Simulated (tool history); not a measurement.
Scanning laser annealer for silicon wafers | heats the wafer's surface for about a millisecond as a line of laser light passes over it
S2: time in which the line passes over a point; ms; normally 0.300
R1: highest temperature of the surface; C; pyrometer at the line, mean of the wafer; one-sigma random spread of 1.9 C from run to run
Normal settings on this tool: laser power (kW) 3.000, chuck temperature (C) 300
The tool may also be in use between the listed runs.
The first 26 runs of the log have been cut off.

run 27 hour=1214.4 | laser_power_(kW)=2.651 S2=0.240 chuck_temperature_(C)=332 | R1=950
run 28 hour=1241.3 | laser_power_(kW)=2.651 S2=0.240 chuck_temperature_(C)=332 | R1=953
run 29 hour=1273.5 | laser_power_(kW)=2.709 S2=0.243 chuck_temperature_(C)=300 | R1=935
run 30 hour=1323.9 | laser_power_(kW)=2.709 S2=0.243 chuck_temperature_(C)=300 | R1=935
run 31 hour=1369.2 | laser_power_(kW)=2.997 S2=0.270 chuck_temperature_(C)=301 | R1=1048
run 32 hour=1398.7 | laser_power_(kW)=2.997 S2=0.270 chuck_temperature_(C)=301 | R1=1050
-- hour=1434.6 window over the wafer cleaned
run 33 hour=1455.4 | laser_power_(kW)=2.776 S2=0.270 chuck_temperature_(C)=330 | R1=1015
run 34 hour=1494.2 | laser_power_(kW)=2.776 S2=0.270 chuck_temperature_(C)=330 | R1=1016

Run 35 is up next; what results do you expect?
run 35 hour=1536.2 | laser_power_(kW)=2.776 S2=0.314 chuck_temperature_(C)=296 | R1=?

Run 35 measured R1 1030 C.
With the hidden condition absent and the run-to-run variation left alone, this run would have shown R1 1030 C.
